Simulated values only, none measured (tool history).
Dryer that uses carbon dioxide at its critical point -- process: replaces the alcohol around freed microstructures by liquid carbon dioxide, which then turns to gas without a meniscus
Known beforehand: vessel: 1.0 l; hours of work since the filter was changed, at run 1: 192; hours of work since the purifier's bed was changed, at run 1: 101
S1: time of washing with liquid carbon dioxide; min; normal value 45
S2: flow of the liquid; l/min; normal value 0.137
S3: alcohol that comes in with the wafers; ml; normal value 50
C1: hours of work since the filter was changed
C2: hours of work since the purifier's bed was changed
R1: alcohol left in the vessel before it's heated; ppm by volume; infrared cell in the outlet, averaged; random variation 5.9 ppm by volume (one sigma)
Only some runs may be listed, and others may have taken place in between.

Run 1, hour 0: usual settings; C1 192; C2 101. Result: R1 338 ppm by volume.
Run 2, hour 8: usual settings; C1 196; C2 105. Result: R1 348 ppm by volume.
Run 3, hour 15.5: usual settings but S1 33 min; C1 200; C2 109. Result: R1 1315 ppm by volume.
Run 4, hour 25.4: usual settings but S1 33 min; C1 205; C2 114. Result: R1 1301 ppm by volume.
At hour 28.2: inlet filter changed.
Run 5, hour 30.6: usual settings but S1 33 min; C1 1; C2 117. Result: R1 928 ppm by volume.
Run 6, hour 38.9: usual settings but S1 33 min; C1 6; C2 121. Result: R1 914 ppm by volume.
Run 7, hour 45.8: usual settings but S1 33 min; C1 9; C2 125. Result: R1 929 ppm by volume.
Run 8, hour 55.7: usual settings but S1 33 min; C1 15; C2 130. Result: R1 924 ppm by volume.
Run 9, hour 63.6: usual settings but S1 33 min; C1 19; C2 134. Result: R1 940 ppm by volume.
Run 10, hour 68.3: usual settings but S1 33 min, S2 0.194 l/min; C1 21; C2 137. Result: R1 202 ppm by volume.
Run 11, hour 75.7: usual settings; C1 25; C2 141. Result: R1 235 ppm by volume.
Run 12, hour 81.3: usual settings; C1 28; C2 144. Result: R1 240 ppm by volume.
Run 13, hour 90.4: usual settings; C1 33; C2 149. Result: R1 237 ppm by volume.
Run 14, hour 96.5: usual settings; C1 36; C2 152. Result: R1 242 ppm by volume.
Run 15, hour 103.4: usual settings; C1 40; C2 156. Result: R1 252 ppm by volume.
Run 16, hour 110.2: usual settings but S3 67 ml; C1 44; C2 159. Result: R1 317 ppm by volume.
Run 17, hour 116.9: usual settings but S3 67 ml; C1 47; C2 163. Result: R1 333 ppm by volume.
Run 18, hour 121.1: usual settings but S1 35 min; C1 50; C2 165. Result: R1 787 ppm by volume.
Run 19, hour 127.5: usual settings but S1 59 min; C1 53; C2 168. Result: R1 71 ppm by volume.
Run 20, hour 133.1: usual settings but S1 46 min; C1 56; C2 171. Result: R1 240 ppm by volume.
Run 21, hour 141.3: usual settings but S1 46 min; C1 60; C2 176. Result: R1 242 ppm by volume.
Run 22, hour 146.8: usual settings but S1 57 min, S2 0.195 l/min, S3 68 ml; C1 63; C2 179. Result: R1 32 ppm by volume.
Run 23, hour 152.1: usual settings but S2 0.23 l/min; C1 66; C2 182. Result: R1 46 ppm by volume.
Run 24, hour 159.4: usual settings but S1 31 min, S2 0.122 l/min, S3 37 ml; C1 70; C2 186. Result: R1 1376 ppm by volume.
Run 25, hour 164.4: usual settings but S1 41 min, S2 0.087 l/min, S3 60 ml; C1 73; C2 188. Result: R1 2641 ppm by volume.
Run 26, hour 172.5: usual settings but S1 43 min, S2 0.106 l/min, S3 49 ml; C1 77; C2 193. Result: R1 973 ppm by volume.
Run 27, hour 176.6: usual settings but S1 43 min, S2 0.201 l/min, S3 35 ml; C1 79; C2 195. Result: R1 58 ppm by volume.
Run 28, hour 186.2: usual settings but S1 51 min, S2 0.133 l/min, S3 34 ml; C1 84; C2 200. Result: R1 136 ppm by volume.
Run 29, hour 190.2: usual settings but S1 35 min, S2 0.157 l/min, S3 63 ml; C1 87; C2 202. Result: R1 593 ppm by volume.
Run 30, hour 199.3: usual settings but S1 35 min, S2 0.157 l/min, S3 63 ml; C1 91; C2 207. Result: R1 596 ppm by volume.
Run 31, hour 209.1: usual settings but S1 35 min, S2 0.157 l/min, S3 63 ml; C1 97; C2 212. Result: R1 589 ppm by volume.
Run 32, hour 214.2: usual settings but S1 43 min, S2 0.194 l/min, S3 63 ml; C1 99; C2 215. Result: R1 82 ppm by volume.
Run 33, hour 218.7: usual settings but S2 0.214 l/min, S3 53 ml; C1 102; C2 217. Result: R1 46 ppm by volume.
Run 34, hour 224.9: usual settings but S1 60 min, S2 0.211 l/min, S3 81 ml; C1 105; C2 220. Result: R1 35 ppm by volume.
Run 35, hour 229.8: usual settings but S1 47 min; C1 108; C2 223. Result: R1 237 ppm by volume.
Run 36, hour 236.7: usual settings but S2 0.085 l/min, S3 48 ml; C1 111; C2 227. Result: R1 1811 ppm by volume.
Run 37, hour 242.8: usual settings but S2 0.085 l/min, S3 48 ml; C1 115; C2 230. Result: R1 1869 ppm by volume.
Run 38, hour 250.6: usual settings but S2 0.085 l/min, S3 48 ml; C1 119; C2 234. Result: R1 1874 ppm by volume.
Run 39, hour 254.8: usual settings but S1 49 min, S2 0.085 l/min, S3 48 ml; C1 121; C2 236. Result: R1 1424 ppm by volume.
Run 40, hour 262.4: usual settings but S2 0.095 l/min; C1 125; C2 241. Result: R1 1343 ppm by volume.

3 ways to go on from here, each from the tool as it stands after run 40. What would each give?
Run A, hour 270.2: usual settings but S2 0.124 l/min, S3 25 ml; C1 129; C2 245. Result: R1 ?.
Run B, hour 270.2: usual settings but S1 27 min, S2 0.112 l/min; C1 129; C2 245. Result: R1 ?.
Run C, hour 270.2: usual settings but S3 52 ml; C1 129; C2 245. Result: R1 ?.

run    R1
  A   263
  B  3899
  C   333
The same runs, with their run-to-run variation unchanged, on a tool lacking any hidden condition would have given:
run    R1
  A   170
  B  3308
  C   217
